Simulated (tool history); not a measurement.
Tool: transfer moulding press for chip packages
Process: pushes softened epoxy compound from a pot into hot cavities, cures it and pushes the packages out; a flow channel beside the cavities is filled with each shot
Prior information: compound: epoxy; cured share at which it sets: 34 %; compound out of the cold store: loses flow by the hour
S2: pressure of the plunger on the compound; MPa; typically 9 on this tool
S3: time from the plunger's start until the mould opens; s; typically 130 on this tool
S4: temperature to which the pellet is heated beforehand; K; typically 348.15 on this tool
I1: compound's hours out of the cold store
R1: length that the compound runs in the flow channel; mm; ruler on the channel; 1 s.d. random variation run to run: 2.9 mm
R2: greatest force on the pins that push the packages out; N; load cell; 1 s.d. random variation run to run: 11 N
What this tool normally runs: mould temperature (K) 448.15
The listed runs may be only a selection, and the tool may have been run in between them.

{"run": 1, "hour": 0.0, "mould temperature (K)": 448.15, "S2": 9, "S3": 130, "S4": 348.15, "I1": 36, "R1": 641, "R2": 749}
{"hour": 31.8, "done": "cavities cleaned with cleaning compound and waxed"}
{"run": 2, "hour": 50.5, "mould temperature (K)": 448.15, "S2": 9, "S3": 130, "S4": 348.15, "I1": 36.6, "R1": 632, "R2": 1007}
{"run": 3, "hour": 93.6, "mould temperature (K)": 448.15, "S2": 9, "S3": 130, "S4": 348.15, "I1": 30.1, "R1": 657, "R2": 1066}
{"hour": 98.7, "done": "cavities cleaned with cleaning compound and waxed"}
{"hour": 169.5, "done": "cavities cleaned with cleaning compound and waxed"}
{"run": 4, "hour": 169.7, "mould temperature (K)": 452.15, "S2": 9, "S3": 130, "S4": 348.15, "I1": 47.5, "R1": 591, "R2": 471}
{"hour": 206.2, "done": "plunger's sealing rings changed"}
{"hour": 238.1, "done": "cavities cleaned with cleaning compound and waxed"}
{"run": 5, "hour": 246.9, "mould temperature (K)": 452.15, "S2": 9, "S3": 130, "S4": 348.15, "I1": 24.3, "R1": 684, "R2": 509}
{"hour": 271.3, "done": "mould's thermocouples calibrated"}
{"run": 6, "hour": 303.0, "mould temperature (K)": 452.15, "S2": 9, "S3": 130, "S4": 348.15, "I1": 14.9, "R1": 718, "R2": 750}
{"hour": 310.8, "done": "cavities cleaned with cleaning compound and waxed"}
{"run": 7, "hour": 346.4, "mould temperature (K)": 452.15, "S2": 9, "S3": 130, "S4": 348.15, "I1": 22.8, "R1": 685, "R2": 678}
{"hour": 369.4, "done": "cavities cleaned with cleaning compound and waxed, once more"}
{"run": 8, "hour": 381.1, "mould temperature (K)": 452.15, "S2": 9, "S3": 130, "S4": 348.15, "I1": 12.8, "R1": 718, "R2": 541}
{"run": 9, "hour": 428.2, "mould temperature (K)": 452.15, "S2": 9, "S3": 130, "S4": 348.15, "I1": 31.4, "R1": 651, "R2": 732}
{"hour": 437.4, "done": "cavities cleaned with cleaning compound and waxed"}
{"run": 10, "hour": 482.5, "mould temperature (K)": 448.15, "S2": 9, "S3": 130, "S4": 348.15, "I1": 38.1, "R1": 635, "R2": 790}
{"hour": 504.7, "done": "cavities cleaned with cleaning compound and waxed"}
{"run": 11, "hour": 523.5, "mould temperature (K)": 448.15, "S2": 9, "S3": 130, "S4": 348.15, "I1": 36.6, "R1": 633, "R2": 658}
{"hour": 573.7, "done": "cavities cleaned with cleaning compound and waxed"}
{"run": 12, "hour": 596.4, "mould temperature (K)": 448.15, "S2": 9, "S3": 130, "S4": 348.15, "I1": 31.1, "R1": 648, "R2": 675}
{"hour": 628.2, "done": "plunger's sealing rings changed"}
{"hour": 646.7, "done": "cavities cleaned with cleaning compound and waxed"}
{"run": 13, "hour": 661.9, "mould temperature (K)": 448.15, "S2": 9.91, "S3": 130, "S4": 348.15, "I1": 19.6, "R1": 748, "R2": 662}
{"hour": 713.5, "done": "cavities cleaned with cleaning compound and waxed"}
{"run": 14, "hour": 722.3, "mould temperature (K)": 442.15, "S2": 9.91, "S3": 126, "S4": 348.15, "I1": 9.9, "R1": 804, "R2": 1030}
{"hour": 784.1, "done": "cavities cleaned with cleaning compound and waxed"}
{"run": 15, "hour": 789.8, "mould temperature (K)": 442.15, "S2": 9.91, "S3": 126, "S4": 348.15, "I1": 41.3, "R1": 680, "R2": 887}
{"hour": 852.0, "done": "cavities cleaned with cleaning compound and waxed"}
{"run": 16, "hour": 853.9, "mould temperature (K)": 450.15, "S2": 9.91, "S3": 126, "S4": 351.15, "I1": 41.7, "R1": 655, "R2": 522}
{"run": 17, "hour": 888.5, "mould temperature (K)": 448.15, "S2": 8.67, "S3": 113, "S4": 345.15, "I1": 40.8, "R1": 621, "R2": 936}
{"hour": 919.3, "done": "cavities cleaned with cleaning compound and waxed"}
{"run": 18, "hour": 928.2, "mould temperature (K)": 448.15, "S2": 9.38, "S3": 130, "S4": 349.15, "I1": 27.3, "R1": 680, "R2": 622}
{"run": 19, "hour": 964.1, "mould temperature (K)": 448.15, "S2": 9.38, "S3": 130, "S4": 349.15, "I1": 21.2, "R1": 701, "R2": 845}
{"hour": 987.3, "done": "cavities cleaned with cleaning compound and waxed"}
{"run": 20, "hour": 1014.3, "mould temperature (K)": 450.15, "S2": 9, "S3": 158, "S4": 348.15, "I1": 31.9, "R1": 643, "R2": 599}
{"hour": 1049.4, "done": "plunger's sealing rings changed"}
{"run": 21, "hour": 1049.4, "mould temperature (K)": 448.15, "S2": 9, "S3": 129, "S4": 348.15, "I1": 14.8, "R1": 731, "R2": 922}
{"hour": 1057.3, "done": "mould's thermocouples calibrated"}
{"hour": 1058.8, "done": "cavities cleaned with cleaning compound and waxed"}
{"run": 22, "hour": 1121.5, "mould temperature (K)": 453.15, "S2": 9, "S3": 141, "S4": 346.15, "I1": 47.4, "R1": 605, "R2": 697}
{"hour": 1128.7, "done": "cavities cleaned with cleaning compound and waxed"}
{"hour": 1194.8, "done": "cavities cleaned with cleaning compound and waxed"}
{"run": 23, "hour": 1197.8, "mould temperature (K)": 448.15, "S2": 7.5, "S3": 131, "S4": 348.15, "I1": 46.5, "R1": 561, "R2": 534}
{"hour": 1261.3, "done": "cavities cleaned with cleaning compound and waxed"}
{"run": 24, "hour": 1278.9, "mould temperature (K)": 448.15, "S2": 9, "S3": 160, "S4": 348.15, "I1": 16.1, "R1": 718, "R2": 555}
{"hour": 1330.3, "done": "cavities cleaned with cleaning compound and waxed"}
{"run": 25, "hour": 1338.3, "mould temperature (K)": 448.15, "S2": 9, "S3": 130, "S4": 353.15, "I1": 41.7, "R1": 621, "R2": 579}

Forecast each of these 4 alternatives for the next run:
{"run": "A", "hour": 1378.6, "mould temperature (K)": 448.15, "S2": 9, "S3": 130, "S4": 355.15, "I1": 8.1, "R1": "?", "R2": "?"}
{"run": "B", "hour": 1378.6, "mould temperature (K)": 448.15, "S2": 9, "S3": 136, "S4": 353.15, "I1": 8.7, "R1": "?", "R2": "?"}
{"run": "C", "hour": 1378.6, "mould temperature (K)": 448.15, "S2": 8.73, "S3": 112, "S4": 338.15, "I1": 44.5, "R1": "?", "R2": "?"}
{"run": "D", "hour": 1378.6, "mould temperature (K)": 448.15, "S2": 10.79, "S3": 133, "S4": 343.15, "I1": 46.2, "R1": "?", "R2": "?"}

run=A R1=730 R2=858
run=B R1=734 R2=775
run=C R1=600 R2=1032
run=D R1=667 R2=794
The same runs, with their run-to-run variation unchanged, on a tool lacking any hidden condition would have given:
run=A R1=750 R2=542
run=B R1=754 R2=489
run=C R1=617 R2=643
run=D R1=686 R2=505

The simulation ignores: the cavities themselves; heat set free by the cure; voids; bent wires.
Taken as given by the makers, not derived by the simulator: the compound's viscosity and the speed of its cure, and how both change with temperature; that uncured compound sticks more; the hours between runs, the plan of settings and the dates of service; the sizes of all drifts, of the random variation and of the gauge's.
